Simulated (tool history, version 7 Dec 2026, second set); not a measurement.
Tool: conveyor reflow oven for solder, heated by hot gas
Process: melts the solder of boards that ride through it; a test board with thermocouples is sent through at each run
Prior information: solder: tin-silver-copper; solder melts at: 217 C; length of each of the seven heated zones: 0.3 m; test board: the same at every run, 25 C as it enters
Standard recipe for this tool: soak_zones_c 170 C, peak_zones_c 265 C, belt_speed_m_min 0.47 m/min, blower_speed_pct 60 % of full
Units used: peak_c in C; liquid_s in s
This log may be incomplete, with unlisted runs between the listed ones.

run 1 hour=0 | soak_zones_c=170 peak_zones_c=265 belt_speed_m_min=0.47 blower_speed_pct=60 | peak_c=246.7 liquid_s=50.4
-- hour=25.7 thermocouples of zones 6 and 7 changed
run 2 hour=54.3 | soak_zones_c=170 peak_zones_c=265 belt_speed_m_min=0.47 blower_speed_pct=60 | peak_c=248.3 liquid_s=52.6
run 3 hour=90.7 | soak_zones_c=170 peak_zones_c=265 belt_speed_m_min=0.47 blower_speed_pct=60 | peak_c=248.5 liquid_s=52.5
run 4 hour=115.9 | soak_zones_c=157 peak_zones_c=265 belt_speed_m_min=0.47 blower_speed_pct=60 | peak_c=244.4 liquid_s=45.1
run 5 hour=151.2 | soak_zones_c=157 peak_zones_c=265 belt_speed_m_min=0.47 blower_speed_pct=60 | peak_c=244.2 liquid_s=45
run 6 hour=200.5 | soak_zones_c=157 peak_zones_c=265 belt_speed_m_min=0.47 blower_speed_pct=60 | peak_c=245 liquid_s=44
run 7 hour=232.3 | soak_zones_c=170 peak_zones_c=265 belt_speed_m_min=0.47 blower_speed_pct=68 | peak_c=248.5 liquid_s=53.1
run 8 hour=258 | soak_zones_c=170 peak_zones_c=265 belt_speed_m_min=0.47 blower_speed_pct=60 | peak_c=245.7 liquid_s=50.9
run 9 hour=289 | soak_zones_c=170 peak_zones_c=265 belt_speed_m_min=0.47 blower_speed_pct=60 | peak_c=246.9 liquid_s=50.5
run 10 hour=313.6 | soak_zones_c=170 peak_zones_c=265 belt_speed_m_min=0.47 blower_speed_pct=60 | peak_c=246.3 liquid_s=50
run 11 hour=352.8 | soak_zones_c=170 peak_zones_c=253 belt_speed_m_min=0.47 blower_speed_pct=60 | peak_c=235.6 liquid_s=39.5
run 12 hour=395.3 | soak_zones_c=170 peak_zones_c=253 belt_speed_m_min=0.47 blower_speed_pct=60 | peak_c=234.7 liquid_s=38.6
run 13 hour=424.4 | soak_zones_c=170 peak_zones_c=253 belt_speed_m_min=0.47 blower_speed_pct=60 | peak_c=234.9 liquid_s=38.4
-- hour=443.9 flux residue cleaned out of gas plates and filters
run 14 hour=468.5 | soak_zones_c=172 peak_zones_c=265 belt_speed_m_min=0.47 blower_speed_pct=60 | peak_c=247.7 liquid_s=54.1
run 15 hour=501.9 | soak_zones_c=157 peak_zones_c=279 belt_speed_m_min=0.389 blower_speed_pct=54 | peak_c=263.1 liquid_s=72
run 16 hour=547.7 | soak_zones_c=171 peak_zones_c=263 belt_speed_m_min=0.4 blower_speed_pct=54 | peak_c=248.9 liquid_s=64.8
run 17 hour=590.4 | soak_zones_c=157 peak_zones_c=261 belt_speed_m_min=0.403 blower_speed_pct=64 | peak_c=247.1 liquid_s=57.4
run 18 hour=635.1 | soak_zones_c=157 peak_zones_c=261 belt_speed_m_min=0.403 blower_speed_pct=64 | peak_c=246.6 liquid_s=57.7
run 19 hour=668.4 | soak_zones_c=170 peak_zones_c=265 belt_speed_m_min=0.388 blower_speed_pct=60 | peak_c=252.1 liquid_s=68.6
run 20 hour=718.7 | soak_zones_c=172 peak_zones_c=267 belt_speed_m_min=0.441 blower_speed_pct=60 | peak_c=250.6 liquid_s=60.1
run 21 hour=740.8 | soak_zones_c=172 peak_zones_c=267 belt_speed_m_min=0.441 blower_speed_pct=60 | peak_c=250.1 liquid_s=59.4
run 22 hour=782.6 | soak_zones_c=170 peak_zones_c=265 belt_speed_m_min=0.499 blower_speed_pct=78 | peak_c=246.2 liquid_s=49.3
run 23 hour=812.7 | soak_zones_c=170 peak_zones_c=265 belt_speed_m_min=0.499 blower_speed_pct=78 | peak_c=246.1 liquid_s=47.6
run 24 hour=843.7 | soak_zones_c=172 peak_zones_c=265 belt_speed_m_min=0.499 blower_speed_pct=77 | peak_c=246.6 liquid_s=49.5
-- hour=886.2 flux residue cleaned out of gas plates and filters
run 25 hour=886.9 | soak_zones_c=172 peak_zones_c=265 belt_speed_m_min=0.499 blower_speed_pct=77 | peak_c=250 liquid_s=52.9
run 26 hour=933.9 | soak_zones_c=172 peak_zones_c=262 belt_speed_m_min=0.409 blower_speed_pct=52 | peak_c=247.5 liquid_s=62

Run 27 comes next. What will it give?
run 27 hour=968.9 | soak_zones_c=172 peak_zones_c=262 belt_speed_m_min=0.409 blower_speed_pct=52 | peak_c=? liquid_s=?

{"run 27": {"peak_c": 247.8, "liquid_s": 61.7}}
The same run, on a tool lacking any hidden state, would have yielded peak_c 248.5 C, liquid_s 61.7 s.

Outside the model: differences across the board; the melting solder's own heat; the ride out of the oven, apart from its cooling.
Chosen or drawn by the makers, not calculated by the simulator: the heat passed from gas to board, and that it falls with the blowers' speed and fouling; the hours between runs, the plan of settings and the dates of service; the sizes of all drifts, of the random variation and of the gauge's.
